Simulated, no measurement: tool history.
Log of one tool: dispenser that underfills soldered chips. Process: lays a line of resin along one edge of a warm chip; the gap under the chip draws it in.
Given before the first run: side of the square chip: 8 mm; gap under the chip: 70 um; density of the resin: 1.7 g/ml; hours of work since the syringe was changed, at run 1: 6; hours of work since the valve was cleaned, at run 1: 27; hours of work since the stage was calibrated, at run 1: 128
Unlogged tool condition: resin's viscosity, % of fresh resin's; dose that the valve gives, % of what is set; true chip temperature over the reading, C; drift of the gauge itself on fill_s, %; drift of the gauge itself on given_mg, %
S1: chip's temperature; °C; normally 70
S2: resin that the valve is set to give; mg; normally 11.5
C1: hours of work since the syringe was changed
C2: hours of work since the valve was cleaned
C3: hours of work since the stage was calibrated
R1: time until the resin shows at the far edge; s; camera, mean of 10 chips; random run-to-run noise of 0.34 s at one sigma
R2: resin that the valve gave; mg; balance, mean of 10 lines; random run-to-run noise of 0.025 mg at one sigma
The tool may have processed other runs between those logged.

{"run": 1, "day": 0.0, "S1": 70, "S2": 11.5, "C1": 6, "C2": 27, "C3": 128, "R1": 21.1, "R2": 11.36}
{"day": 0.146, "done": "new syringe of resin"}
{"run": 2, "day": 0.154, "S1": 70, "S2": 11.5, "C1": 0, "C2": 30, "C3": 130, "R1": 16.9, "R2": 11.37}
{"run": 3, "day": 0.325, "S1": 70, "S2": 10.6, "C1": 3, "C2": 33, "C3": 133, "R1": 19.3, "R2": 10.5}
{"run": 4, "day": 0.425, "S1": 70, "S2": 10.4, "C1": 5, "C2": 35, "C3": 135, "R1": 20.9, "R2": 10.28}
{"day": 0.608, "done": "new syringe of resin"}
{"run": 5, "day": 0.625, "S1": 74, "S2": 11.5, "C1": 0, "C2": 38, "C3": 139, "R1": 14.8, "R2": 11.34}
{"run": 6, "day": 0.746, "S1": 70, "S2": 11.5, "C1": 2, "C2": 41, "C3": 141, "R1": 18.9, "R2": 11.37}
{"run": 7, "day": 0.879, "S1": 70, "S2": 11.5, "C1": 5, "C2": 43, "C3": 143, "R1": 20.7, "R2": 11.29}
{"run": 8, "day": 0.975, "S1": 84, "S2": 11.5, "C1": 7, "C2": 45, "C3": 145, "R1": 11.6, "R2": 11.29}
{"day": 1.062, "done": "new syringe of resin"}
{"run": 9, "day": 1.125, "S1": 84, "S2": 11.5, "C1": 1, "C2": 47, "C3": 147, "R1": 10.3, "R2": 11.33}
{"run": 10, "day": 1.238, "S1": 84, "S2": 11.5, "C1": 3, "C2": 49, "C3": 149, "R1": 11.3, "R2": 11.29}
{"run": 11, "day": 1.417, "S1": 84, "S2": 11.5, "C1": 6, "C2": 52, "C3": 153, "R1": 12, "R2": 11.3}
{"day": 1.529, "done": "new syringe of resin"}
{"run": 12, "day": 1.529, "S1": 84, "S2": 11.5, "C1": 0, "C2": 54, "C3": 154, "R1": 10, "R2": 11.28}
{"run": 13, "day": 1.629, "S1": 84, "S2": 11.5, "C1": 2, "C2": 56, "C3": 156, "R1": 10.1, "R2": 11.32}
{"run": 14, "day": 1.717, "S1": 84, "S2": 11.5, "C1": 3, "C2": 58, "C3": 158, "R1": 11.2, "R2": 11.27}
{"run": 15, "day": 1.8, "S1": 70, "S2": 11.5, "C1": 5, "C2": 59, "C3": 159, "R1": 20.8, "R2": 11.25}
{"run": 16, "day": 1.883, "S1": 70, "S2": 11.5, "C1": 6, "C2": 61, "C3": 161, "R1": 21.1, "R2": 11.3}
{"day": 1.983, "done": "new syringe of resin"}
{"run": 17, "day": 2.067, "S1": 82, "S2": 11.5, "C1": 2, "C2": 64, "C3": 164, "R1": 11, "R2": 11.2}
{"run": 18, "day": 2.171, "S1": 82, "S2": 11.5, "C1": 3, "C2": 66, "C3": 166, "R1": 12.2, "R2": 11.2}
{"run": 19, "day": 2.283, "S1": 74, "S2": 11.3, "C1": 5, "C2": 68, "C3": 168, "R1": 17, "R2": 10.99}
{"day": 2.438, "done": "new syringe of resin"}
{"run": 20, "day": 2.458, "S1": 82, "S2": 9.9, "C1": 0, "C2": 71, "C3": 171, "R1": 11.3, "R2": 9.62}
{"run": 21, "day": 2.642, "S1": 82, "S2": 9.9, "C1": 4, "C2": 74, "C3": 174, "R1": 12.1, "R2": 9.61}
{"run": 22, "day": 2.833, "S1": 79, "S2": 13.9, "C1": 7, "C2": 77, "C3": 177, "R1": 15.5, "R2": 13.56}
{"day": 2.896, "done": "new syringe of resin"}
{"run": 23, "day": 3.029, "S1": 79, "S2": 12.7, "C1": 2, "C2": 81, "C3": 181, "R1": 12.9, "R2": 12.31}
{"run": 24, "day": 3.125, "S1": 77, "S2": 11.4, "C1": 4, "C2": 82, "C3": 183, "R1": 14.3, "R2": 11.02}
{"run": 25, "day": 3.254, "S1": 77, "S2": 11.4, "C1": 6, "C2": 85, "C3": 185, "R1": 16, "R2": 11.09}
{"day": 3.354, "done": "new syringe of resin"}
{"run": 26, "day": 3.375, "S1": 77, "S2": 11.4, "C1": 0, "C2": 87, "C3": 187, "R1": 13.6, "R2": 11.07}
{"run": 27, "day": 3.554, "S1": 63, "S2": 12.9, "C1": 4, "C2": 90, "C3": 190, "R1": 26.8, "R2": 12.55}
{"run": 28, "day": 3.667, "S1": 63, "S2": 12.9, "C1": 6, "C2": 92, "C3": 192, "R1": 28.8, "R2": 12.44}
{"run": 29, "day": 3.775, "S1": 61, "S2": 13.4, "C1": 8, "C2": 94, "C3": 194, "R1": 33, "R2": 12.94}
{"day": 3.833, "done": "dispensing valve cleaned and set on the balance"}
{"day": 3.862, "done": "new syringe of resin"}
{"run": 30, "day": 3.942, "S1": 69, "S2": 12.1, "C1": 1, "C2": 2, "C3": 196, "R1": 19, "R2": 12.13}
{"run": 31, "day": 4.067, "S1": 58, "S2": 10, "C1": 4, "C2": 4, "C3": 198, "R1": 33.5, "R2": 10}
{"run": 32, "day": 4.242, "S1": 70, "S2": 10.2, "C1": 7, "C2": 7, "C3": 202, "R1": 22.9, "R2": 10.17}
{"day": 4.321, "done": "new syringe of resin"}
{"run": 33, "day": 4.404, "S1": 62, "S2": 12, "C1": 2, "C2": 10, "C3": 204, "R1": 24.7, "R2": 11.96}
{"run": 34, "day": 4.592, "S1": 63, "S2": 11.7, "C1": 5, "C2": 13, "C3": 208, "R1": 26.9, "R2": 11.69}
{"day": 4.779, "done": "new syringe of resin"}
{"run": 35, "day": 4.779, "S1": 84, "S2": 14, "C1": 0, "C2": 16, "C3": 211, "R1": 10.3, "R2": 13.95}

Below, each run's measurement less what the same run would have read without the hidden state. Both values contain the same run-to-run variation, but the gauge's scatter may not be the same in both:
run=1 R1=+3.9 R2=-0.11
run=2 R1=+0.5 R2=-0.12
run=3 R1=+2.6 R2=-0.12
run=4 R1=+4 R2=-0.13
run=5 R1=+0.6 R2=-0.16
run=6 R1=+2 R2=-0.16
run=7 R1=+3.9 R2=-0.17
run=8 R1=+3 R2=-0.18
run=9 R1=+0.5 R2=-0.19
run=10 R1=+1.4 R2=-0.2
run=11 R1=+2.7 R2=-0.21
run=12 R1=+0.1 R2=-0.22
run=13 R1=+0.8 R2=-0.23
run=14 R1=+1.4 R2=-0.24
run=15 R1=+3.7 R2=-0.24
run=16 R1=+4.7 R2=-0.25
run=17 R1=+0.8 R2=-0.26
run=18 R1=+1.5 R2=-0.27
run=19 R1=+3.4 R2=-0.27
run=20 R1=+0.3 R2=-0.25
run=21 R1=+1.7 R2=-0.26
run=22 R1=+3.7 R2=-0.38
run=23 R1=+1.3 R2=-0.36
run=24 R1=+2.2 R2=-0.33
run=25 R1=+3.6 R2=-0.34
run=26 R1=+0.6 R2=-0.35
run=27 R1=+4 R2=-0.41
run=28 R1=+6.1 R2=-0.42
run=29 R1=+8.9 R2=-0.45
run=30 R1=+1.3 R2=+0.01
run=31 R1=+4.8 R2=+0
run=32 R1=+5.3 R2=-0.01
run=33 R1=+1.8 R2=-0.03
run=34 R1=+5 R2=-0.04
run=35 R1=+0.3 R2=-0.06
